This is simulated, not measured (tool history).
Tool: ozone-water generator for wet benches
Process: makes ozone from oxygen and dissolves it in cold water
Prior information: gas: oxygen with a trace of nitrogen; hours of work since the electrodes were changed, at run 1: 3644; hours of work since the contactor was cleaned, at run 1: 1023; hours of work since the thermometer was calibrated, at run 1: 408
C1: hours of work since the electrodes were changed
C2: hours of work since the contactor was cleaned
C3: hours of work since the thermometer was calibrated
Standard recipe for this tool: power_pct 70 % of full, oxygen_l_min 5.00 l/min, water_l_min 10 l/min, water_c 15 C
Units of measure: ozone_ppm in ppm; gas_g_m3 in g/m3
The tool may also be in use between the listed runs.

{"run": 1, "hour": 0.0, "power_pct": 70, "oxygen_l_min": 5.0, "water_l_min": 10, "water_c": 15, "C1": 3644, "C2": 1023, "C3": 408, "ozone_ppm": 31.3, "gas_g_m3": 180.6}
{"run": 2, "hour": 83.0, "power_pct": 70, "oxygen_l_min": 5.0, "water_l_min": 10, "water_c": 15, "C1": 3705, "C2": 1084, "C3": 469, "ozone_ppm": 31.3, "gas_g_m3": 181.2}
{"run": 3, "hour": 173.6, "power_pct": 70, "oxygen_l_min": 5.0, "water_l_min": 10, "water_c": 15, "C1": 3772, "C2": 1151, "C3": 536, "ozone_ppm": 31.4, "gas_g_m3": 181.7}
{"run": 4, "hour": 252.9, "power_pct": 70, "oxygen_l_min": 5.0, "water_l_min": 10, "water_c": 15, "C1": 3831, "C2": 1210, "C3": 595, "ozone_ppm": 31.0, "gas_g_m3": 180.9}
{"run": 5, "hour": 347.8, "power_pct": 70, "oxygen_l_min": 5.0, "water_l_min": 10, "water_c": 15, "C1": 3901, "C2": 1280, "C3": 665, "ozone_ppm": 31.3, "gas_g_m3": 180.9}
{"run": 6, "hour": 426.7, "power_pct": 70, "oxygen_l_min": 5.0, "water_l_min": 10, "water_c": 15, "C1": 3959, "C2": 1339, "C3": 723, "ozone_ppm": 30.7, "gas_g_m3": 181.3}
{"run": 7, "hour": 526.5, "power_pct": 80, "oxygen_l_min": 5.0, "water_l_min": 10, "water_c": 15, "C1": 4033, "C2": 1412, "C3": 797, "ozone_ppm": 34.8, "gas_g_m3": 200.0}
{"run": 8, "hour": 598.2, "power_pct": 70, "oxygen_l_min": 5.0, "water_l_min": 10, "water_c": 16, "C1": 4086, "C2": 1465, "C3": 850, "ozone_ppm": 30.2, "gas_g_m3": 181.0}
{"run": 9, "hour": 668.4, "power_pct": 70, "oxygen_l_min": 5.0, "water_l_min": 10, "water_c": 16, "C1": 4138, "C2": 1517, "C3": 902, "ozone_ppm": 30.4, "gas_g_m3": 178.3}
{"run": 10, "hour": 780.1, "power_pct": 57, "oxygen_l_min": 5.0, "water_l_min": 10, "water_c": 15, "C1": 4221, "C2": 1600, "C3": 984, "ozone_ppm": 26.3, "gas_g_m3": 150.5}
{"run": 11, "hour": 896.3, "power_pct": 57, "oxygen_l_min": 5.0, "water_l_min": 10, "water_c": 15, "C1": 4307, "C2": 1686, "C3": 1070, "ozone_ppm": 25.8, "gas_g_m3": 150.9}
{"run": 12, "hour": 1040.4, "power_pct": 57, "oxygen_l_min": 5.0, "water_l_min": 10, "water_c": 15, "C1": 4413, "C2": 1792, "C3": 1177, "ozone_ppm": 25.7, "gas_g_m3": 151.0}
{"run": 13, "hour": 1127.9, "power_pct": 57, "oxygen_l_min": 5.0, "water_l_min": 10, "water_c": 15, "C1": 4478, "C2": 1857, "C3": 1241, "ozone_ppm": 25.6, "gas_g_m3": 148.6}
{"run": 14, "hour": 1217.3, "power_pct": 57, "oxygen_l_min": 5.0, "water_l_min": 10, "water_c": 15, "C1": 4544, "C2": 1923, "C3": 1308, "ozone_ppm": 25.6, "gas_g_m3": 150.4}
{"run": 15, "hour": 1330.7, "power_pct": 57, "oxygen_l_min": 5.0, "water_l_min": 10, "water_c": 15, "C1": 4628, "C2": 2007, "C3": 1391, "ozone_ppm": 25.7, "gas_g_m3": 149.0}
{"hour": 1344.9, "done": "water thermometer calibrated"}
{"run": 16, "hour": 1404.1, "power_pct": 57, "oxygen_l_min": 5.0, "water_l_min": 10, "water_c": 15, "C1": 4682, "C2": 2061, "C3": 44, "ozone_ppm": 25.5, "gas_g_m3": 150.0}
{"run": 17, "hour": 1494.4, "power_pct": 70, "oxygen_l_min": 5.0, "water_l_min": 10, "water_c": 15, "C1": 4748, "C2": 2128, "C3": 111, "ozone_ppm": 30.2, "gas_g_m3": 177.5}
{"run": 18, "hour": 1603.1, "power_pct": 71, "oxygen_l_min": 5.0, "water_l_min": 12, "water_c": 12, "C1": 4829, "C2": 2208, "C3": 191, "ozone_ppm": 28.2, "gas_g_m3": 179.5}
{"run": 19, "hour": 1738.2, "power_pct": 98, "oxygen_l_min": 6.35, "water_l_min": 9, "water_c": 8, "C1": 4929, "C2": 2308, "C3": 291, "ozone_ppm": 48.2, "gas_g_m3": 211.7}
{"hour": 1799.1, "done": "water thermometer calibrated, once more"}
{"run": 20, "hour": 1800.2, "power_pct": 98, "oxygen_l_min": 6.35, "water_l_min": 9, "water_c": 8, "C1": 4974, "C2": 2353, "C3": 1, "ozone_ppm": 48.0, "gas_g_m3": 211.8}
{"run": 21, "hour": 1905.3, "power_pct": 64, "oxygen_l_min": 8.02, "water_l_min": 6, "water_c": 14, "C1": 5052, "C2": 2431, "C3": 78, "ozone_ppm": 35.3, "gas_g_m3": 134.2}
{"run": 22, "hour": 2034.4, "power_pct": 70, "oxygen_l_min": 4.85, "water_l_min": 10, "water_c": 15, "C1": 5147, "C2": 2526, "C3": 174, "ozone_ppm": 29.5, "gas_g_m3": 177.7}
{"run": 23, "hour": 2147.0, "power_pct": 42, "oxygen_l_min": 5.0, "water_l_min": 7, "water_c": 15, "C1": 5231, "C2": 2610, "C3": 257, "ozone_ppm": 24.0, "gas_g_m3": 115.6}
{"run": 24, "hour": 2274.7, "power_pct": 85, "oxygen_l_min": 3.23, "water_l_min": 7, "water_c": 15, "C1": 5325, "C2": 2704, "C3": 352, "ozone_ppm": 43.0, "gas_g_m3": 241.8}
{"run": 25, "hour": 2387.4, "power_pct": 85, "oxygen_l_min": 3.23, "water_l_min": 14, "water_c": 9, "C1": 5408, "C2": 2787, "C3": 435, "ozone_ppm": 27.7, "gas_g_m3": 241.8}
{"run": 26, "hour": 2511.1, "power_pct": 70, "oxygen_l_min": 5.0, "water_l_min": 10, "water_c": 12, "C1": 5500, "C2": 2879, "C3": 526, "ozone_ppm": 30.8, "gas_g_m3": 172.0}
{"run": 27, "hour": 2656.3, "power_pct": 57, "oxygen_l_min": 5.0, "water_l_min": 8, "water_c": 12, "C1": 5607, "C2": 2986, "C3": 634, "ozone_ppm": 30.1, "gas_g_m3": 148.5}
{"run": 28, "hour": 2764.4, "power_pct": 44, "oxygen_l_min": 5.0, "water_l_min": 10, "water_c": 11, "C1": 5687, "C2": 3066, "C3": 714, "ozone_ppm": 21.6, "gas_g_m3": 117.6}
{"run": 29, "hour": 2849.9, "power_pct": 44, "oxygen_l_min": 7.69, "water_l_min": 15, "water_c": 14, "C1": 5750, "C2": 3129, "C3": 777, "ozone_ppm": 15.5, "gas_g_m3": 100.7}
{"run": 30, "hour": 2943.3, "power_pct": 84, "oxygen_l_min": 5.0, "water_l_min": 7, "water_c": 20, "C1": 5819, "C2": 3198, "C3": 846, "ozone_ppm": 37.3, "gas_g_m3": 200.1}
{"run": 31, "hour": 3035.1, "power_pct": 84, "oxygen_l_min": 5.0, "water_l_min": 7, "water_c": 20, "C1": 5887, "C2": 3266, "C3": 914, "ozone_ppm": 36.9, "gas_g_m3": 199.4}
{"run": 32, "hour": 3182.8, "power_pct": 84, "oxygen_l_min": 3.33, "water_l_min": 7, "water_c": 8, "C1": 5996, "C2": 3376, "C3": 1023, "ozone_ppm": 46.6, "gas_g_m3": 232.9}
{"run": 33, "hour": 3261.1, "power_pct": 70, "oxygen_l_min": 5.0, "water_l_min": 7, "water_c": 14, "C1": 6054, "C2": 3433, "C3": 1081, "ozone_ppm": 36.2, "gas_g_m3": 171.0}

Entry by entry between the runs, the difference in hidden state between the last listed run before and the first listed run after:
From run 15 to run 16: water thermometer calibrated (hour 1344.9)
  yield of the discharge, % of new electrodes': 90.9 -> 90.8; contactor's efficiency, % of a clean one's: 93 -> 92.9; true water temperature over the reading, C: 0.07 -> 0.12
  measured less the result without the state, ozone_ppm: -2.8 -> -2.9 ppm; gas_g_m3: -12.2 -> -12.3 g/m3
From run 19 to run 20: water thermometer calibrated, once more (hour 1799.1)
  yield of the discharge, % of new electrodes': 90.3 -> 90.2; contactor's efficiency, % of a clean one's: 92.1 -> 92; true water temperature over the reading, C: 0.13 -> -0.05
  measured less the result without the state, ozone_ppm: -8.4 -> -8.3 ppm; gas_g_m3: -29.8 -> -30.1 g/m3
